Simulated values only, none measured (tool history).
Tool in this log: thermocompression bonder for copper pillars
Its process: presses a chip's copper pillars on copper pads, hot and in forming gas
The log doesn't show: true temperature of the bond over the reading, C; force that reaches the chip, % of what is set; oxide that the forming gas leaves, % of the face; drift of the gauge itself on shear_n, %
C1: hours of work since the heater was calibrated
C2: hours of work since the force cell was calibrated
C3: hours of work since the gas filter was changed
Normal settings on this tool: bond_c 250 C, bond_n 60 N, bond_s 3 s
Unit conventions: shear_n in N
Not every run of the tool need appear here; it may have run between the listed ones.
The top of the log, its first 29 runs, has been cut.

run 30 hour=1139.4 | bond_c=257 bond_n=44 bond_s=2 | C1=99 C2=383 C3=325 | shear_n=59.2
run 31 hour=1178.4 | bond_c=250 bond_n=60 bond_s=5 | C1=122 C2=406 C3=348 | shear_n=87.5
-- hour=1187.9 forming gas filter changed
run 32 hour=1229.5 | bond_c=250 bond_n=60 bond_s=5 | C1=152 C2=436 C3=25 | shear_n=95
run 33 hour=1280.3 | bond_c=279 bond_n=68 bond_s=3 | C1=182 C2=466 C3=55 | shear_n=103.7
run 34 hour=1323.5 | bond_c=252 bond_n=39 bond_s=9 | C1=207 C2=491 C3=80 | shear_n=89.6
run 35 hour=1376.4 | bond_c=224 bond_n=60 bond_s=5 | C1=239 C2=523 C3=112 | shear_n=76.8
run 36 hour=1428.2 | bond_c=224 bond_n=60 bond_s=5 | C1=269 C2=553 C3=142 | shear_n=77.4
run 37 hour=1481.9 | bond_c=239 bond_n=76 bond_s=2 | C1=301 C2=585 C3=174 | shear_n=76.4
run 38 hour=1533.8 | bond_c=230 bond_n=43 bond_s=2 | C1=332 C2=616 C3=205 | shear_n=45.5
run 39 hour=1560.5 | bond_c=239 bond_n=60 bond_s=3 | C1=348 C2=632 C3=221 | shear_n=72.5

Below are 4 alternative next runs, each starting from the tool's condition after run 39. Predict each:
run A hour=1596.4 | bond_c=242 bond_n=36 bond_s=3 | C1=369 C2=653 C3=242 | shear_n=?
run B hour=1596.4 | bond_c=250 bond_n=60 bond_s=4 | C1=369 C2=653 C3=242 | shear_n=?
run C hour=1596.4 | bond_c=250 bond_n=59 bond_s=3 | C1=369 C2=653 C3=242 | shear_n=?
run D hour=1596.4 | bond_c=229 bond_n=50 bond_s=6 | C1=369 C2=653 C3=242 | shear_n=?

run=A shear_n=51.4
run=B shear_n=84.8
run=C shear_n=77.6
run=D shear_n=73
Take away the tool's hidden state, keep each run's random variation, and the runs would have read:
run=A shear_n=55.2
run=B shear_n=91.3
run=C shear_n=83.5
run=D shear_n=78.7
